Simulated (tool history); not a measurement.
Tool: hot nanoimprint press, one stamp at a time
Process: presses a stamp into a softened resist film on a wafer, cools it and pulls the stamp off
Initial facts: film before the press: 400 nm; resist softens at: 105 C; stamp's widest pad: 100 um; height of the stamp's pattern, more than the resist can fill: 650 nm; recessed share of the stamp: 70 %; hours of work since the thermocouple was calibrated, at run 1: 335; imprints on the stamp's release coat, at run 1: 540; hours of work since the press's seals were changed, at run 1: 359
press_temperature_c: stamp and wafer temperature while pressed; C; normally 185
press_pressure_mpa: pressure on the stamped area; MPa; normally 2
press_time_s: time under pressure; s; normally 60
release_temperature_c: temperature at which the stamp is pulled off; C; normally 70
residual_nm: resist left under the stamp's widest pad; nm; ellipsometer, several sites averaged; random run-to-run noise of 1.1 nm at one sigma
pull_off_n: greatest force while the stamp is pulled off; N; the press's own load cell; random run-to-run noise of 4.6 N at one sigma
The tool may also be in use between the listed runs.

run   hour  press_temperature_c  press_pressure_mpa  press_time_s  release_temperature_c  hours of work since the thermocouple was calibrated  imprints on the stamp's release coat  hours of work since the press's seals were changed  residual_nm  pull_off_n
  1      0                  185                   2            60                     70                                                  335                                   540                                                 359        162.4         234
  2   21.8                  185                   2            60                     70                                                  345                                   580                                                 369        161.1         229
  3     44                  185                   2            60                     70                                                  356                                   621                                                 379        161.4         228
  4     67                  185                   2            60                     55                                                  366                                   664                                                 390        161.5         293
  5   85.5                  185                   2            60                     55                                                  375                                   698                                                 399        163.5         298
  6    110                  185                   2            60                     70                                                  386                                   743                                                 410        160.2         229
     136.2  -- plate thermocouple calibrated
     142.2  -- stamp cleaned and given a new release coat
  7  142.6                  185                   2            60                     70                                                    0                                     1                                                 421        163.8         226
  8  168.5                  185                   2           110                     70                                                   12                                    49                                                 433        127.3         226
  9  188.3                  185                   2           110                     70                                                   21                                    85                                                 442        127.5         218
 10  208.9                  185                   2           110                     70                                                   31                                   123                                                 452        127.3         224
 11    234                  185                   2           110                     70                                                   43                                   169                                                 463        127.9         224
 12  245.3                  185                   2           110                     70                                                   48                                   190                                                 469        127.3         224
 13  271.7                  182                2.91            32                     65                                                   60                                   239                                                 481        191.3         245
 14  292.6                  185                   2            65                     70                                                   70                                   278                                                 491        155.9         218
 15  312.3                  185                   2            48                     68                                                   79                                   314                                                 500        174.9         235
 16  333.2                  185                2.02            87                     73                                                   89                                   353                                                 509        140.4         220
 17  345.3                  185                   2            48                     70                                                   94                                   375                                                 515        176.1         232
 18    357                  185                2.99            48                     61                                                  100                                   397                                                 520          144         269
 19  372.9                  191                1.97            30                     57                                                  107                                   426                                                 528        174.9         286
 20  396.8                  185                   2           109                     75                                                  118                                   470                                                 539        126.7         207
 21  413.2                  185                   2           109                     75                                                  126                                   500                                                 546        130.3         206
 22  426.7                  197                1.94           109                     55                                                  132                                   525                                                 553         86.2         312
 23  450.2                  197                1.94           109                     55                                                  143                                   569                                                 564         86.1         299
 24  473.4                  197                1.94           109                     55                                                  154                                   612                                                 574         85.2         296

What if the next run were any one of these 5? Each begins from the tool's condition after run 24:
  A  499.5                  193                2.38           109                     55                                                  166                                   660                                                 587            ?           ?
  B  499.5                  197                1.86            54                     75                                                  166                                   660                                                 587            ?           ?
  C  499.5                  185                1.56            60                     70                                                  166                                   660                                                 587            ?           ?
  D  499.5                  195                2.84           109                     66                                                  166                                   660                                                 587            ?           ?
  E  499.5                  185                2.61           114                     76                                                  166                                   660                                                 587            ?           ?

run  residual_nm  pull_off_n
  A         88.4         302
  B        119.1         204
  C        181.8         227
  D         73.3         242
  E        109.5         203
The same runs, with their run-to-run variation unchanged, on a tool lacking any hidden condition would have given:
run  residual_nm  pull_off_n
  A         88.3         301
  B          119         203
  C        181.7         225
  D         73.2         241
  E        109.4         202
